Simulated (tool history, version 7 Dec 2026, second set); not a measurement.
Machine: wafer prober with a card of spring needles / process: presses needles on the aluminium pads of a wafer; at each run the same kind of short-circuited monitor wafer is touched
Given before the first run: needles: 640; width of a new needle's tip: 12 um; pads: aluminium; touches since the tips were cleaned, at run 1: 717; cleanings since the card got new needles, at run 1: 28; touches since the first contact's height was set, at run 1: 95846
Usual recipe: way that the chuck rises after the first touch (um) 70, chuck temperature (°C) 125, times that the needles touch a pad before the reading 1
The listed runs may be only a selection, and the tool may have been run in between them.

run   hour  way that the chuck rises after the first touch (um)  chuck temperature (°C)  times that the needles touch a pad before the reading  touches since the tips were cleaned  cleanings since the card got new needles  touches since the first contact's height was set  resistance of one needle with its contact and lead (mohm)  way that a needle slides on the pad (um)
  1      0                                                   70                     125                                                      1                                  717                                        28                                             95846                                                        263                                     10.21
      10.5  -- tips cleaned on abrasive film
        28  -- tips cleaned on abrasive film
      45.4  -- tips cleaned on abrasive film
      62.9  -- tips cleaned on abrasive film
      76.9  -- tips cleaned on abrasive film
      94.4  -- tips cleaned on abrasive film
  2   99.5                                                   70                     125                                                      1                                 1012                                        34                                            115564                                                        263                                      9.97
       110  -- tips cleaned on abrasive film
     127.5  -- tips cleaned on abrasive film
       145  -- tips cleaned on abrasive film
       159  -- tips cleaned on abrasive film
     176.5  -- tips cleaned on abrasive film
  3  177.5                                                   70                     125                                                      1                                  198                                        39                                            131014                                                        262                                      9.98
     191.5  -- tips cleaned on abrasive film
     205.5  -- tips cleaned on abrasive film
       223  -- tips cleaned on abrasive film
       237  -- tips cleaned on abrasive film
     254.5  -- tips cleaned on abrasive film
  4  262.2                                                   54                     125                                                      1                                 1542                                        44                                            147806                                                        274                                      7.41
     269.3  -- tips cleaned on abrasive film
     283.3  -- tips cleaned on abrasive film
     300.7  -- tips cleaned on abrasive film
     318.2  -- tips cleaned on abrasive film
     335.7  -- tips cleaned on abrasive film
     351.7  -- tips cleaned on abrasive film
  5  351.7                                                   70                     125                                                      1                                    0                                        50                                            165533                                                        258                                       9.8
     369.2  -- tips cleaned on abrasive film
     386.7  -- tips cleaned on abrasive film
     404.1  -- tips cleaned on abrasive film
     421.6  -- tips cleaned on abrasive film
     439.1  -- tips cleaned on abrasive film
  6  450.5                                                   70                     125                                                      1                                 2274                                        55                                            185138                                                        271                                      9.57
     454.1  -- tips cleaned on abrasive film
     468.1  -- tips cleaned on abrasive film
     471.9  -- height of the first contact set anew
     485.9  -- tips cleaned on abrasive film
  7  497.2                                                   70                     125                                                      1                                 2252                                        58                                              5025                                                        272                                     10.57
     500.7  -- tips cleaned on abrasive film
     518.2  -- tips cleaned on abrasive film
     532.2  -- tips cleaned on abrasive film
     549.7  -- tips cleaned on abrasive film
     563.7  -- tips cleaned on abrasive film
  8  574.8                                                   70                     125                                                      1                                 2210                                        63                                             20407                                                        265                                     10.53
     578.4  -- tips cleaned on abrasive film
     592.4  -- tips cleaned on abrasive film
     609.9  -- tips cleaned on abrasive film
     627.4  -- tips cleaned on abrasive film
  9  628.4                                                   70                     113                                                      1                                  213                                        67                                             31018                                                        251                                     10.44
     642.4  -- tips cleaned on abrasive film
     659.9  -- tips cleaned on abrasive film
     677.4  -- tips cleaned on abrasive film
     694.9  -- tips cleaned on abrasive film
 10  706.1                                                   70                      63                                                      1                                 2225                                        71                                             46417                                                        255                                     10.32
     709.6  -- tips cleaned on abrasive film
     727.1  -- tips cleaned on abrasive film
     744.6  -- tips cleaned on abrasive film
     762.1  -- tips cleaned on abrasive film
     779.6  -- tips cleaned on abrasive film
 11  792.9                                                   54                      49                                                      2                                 2655                                        76                                             63629                                                        255                                      7.75
     796.5  -- tips cleaned on abrasive film
     813.9  -- tips cleaned on abrasive film
     831.4  -- tips cleaned on abrasive film
     848.9  -- tips cleaned on abrasive film
 12  853.1                                                   54                      49                                                      2                                  832                                        80                                             75554                                                        246                                      7.79
     863.6  -- tips cleaned on abrasive film
     881.1  -- tips cleaned on abrasive film
     898.6  -- tips cleaned on abrasive film
     916.1  -- tips cleaned on abrasive film
 13  920.9                                                   70                     125                                                      1                                  958                                        84                                             88992                                                        267                                     10.26
     931.4  -- tips cleaned on abrasive film
     948.9  -- tips cleaned on abrasive film
     966.4  -- tips cleaned on abrasive film
     983.9  -- tips cleaned on abrasive film
     1001.3  -- tips cleaned on abrasive film
     1018.8  -- tips cleaned on abrasive film
 14   1026                                                   70                     125                                                      1                                 1432                                        90                                            109833                                                        267                                      10.1
      1033  -- tips cleaned on abrasive film
     1050.5  -- tips cleaned on abrasive film
      1068  -- tips cleaned on abrasive film
     1085.4  -- tips cleaned on abrasive film
     1102.9  -- tips cleaned on abrasive film
 15   1110                                                   70                     125                                                      1                                 1411                                        95                                            126484                                                        266                                     10.03

5 ways to go on from here, each from the tool as it stands after run 15. What would each give?
     1117.1  -- tips cleaned on abrasive film
     1134.5  -- tips cleaned on abrasive film
       1152  -- tips cleaned on abrasive film
     1169.5  -- tips cleaned on abrasive film
  A  1172.5                                                   55                      39                                                      1                                  597                                        99                                            138867                                                          ?                                         ?
     1117.1  -- tips cleaned on abrasive film
     1134.5  -- tips cleaned on abrasive film
       1152  -- tips cleaned on abrasive film
     1169.5  -- tips cleaned on abrasive film
  B  1172.5                                                   70                     125                                                      3                                  597                                        99                                            138867                                                          ?                                         ?
     1117.1  -- tips cleaned on abrasive film
     1134.5  -- tips cleaned on abrasive film
       1152  -- tips cleaned on abrasive film
     1169.5  -- tips cleaned on abrasive film
  C  1172.5                                                   70                      60                                                      1                                  597                                        99                                            138867                                                          ?                                         ?
     1117.1  -- tips cleaned on abrasive film
     1134.5  -- tips cleaned on abrasive film
       1152  -- tips cleaned on abrasive film
     1169.5  -- tips cleaned on abrasive film
  D  1172.5                                                   70                      49                                                      2                                  597                                        99                                            138867                                                          ?                                         ?
     1117.1  -- tips cleaned on abrasive film
     1134.5  -- tips cleaned on abrasive film
       1152  -- tips cleaned on abrasive film
     1169.5  -- tips cleaned on abrasive film
  E  1172.5                                                   86                      91                                                      1                                  597                                        99                                            138867                                                          ?                                         ?

run  resistance of one needle with its contact and lead (mohm)  way that a needle slides on the pad (um)
  A                                                        246                                       7.5
  B                                                        263                                      9.83
  C                                                        250                                      9.96
  D                                                        246                                      9.95
  E                                                        250                                     12.39
With no hidden state in the tool, these same runs would have given:
run  resistance of one needle with its contact and lead (mohm)  way that a needle slides on the pad (um)
  A                                                        234                                      8.24
  B                                                        260                                     10.57
  C                                                        243                                     10.71
  D                                                        241                                     10.69
  E                                                        247                                     13.14
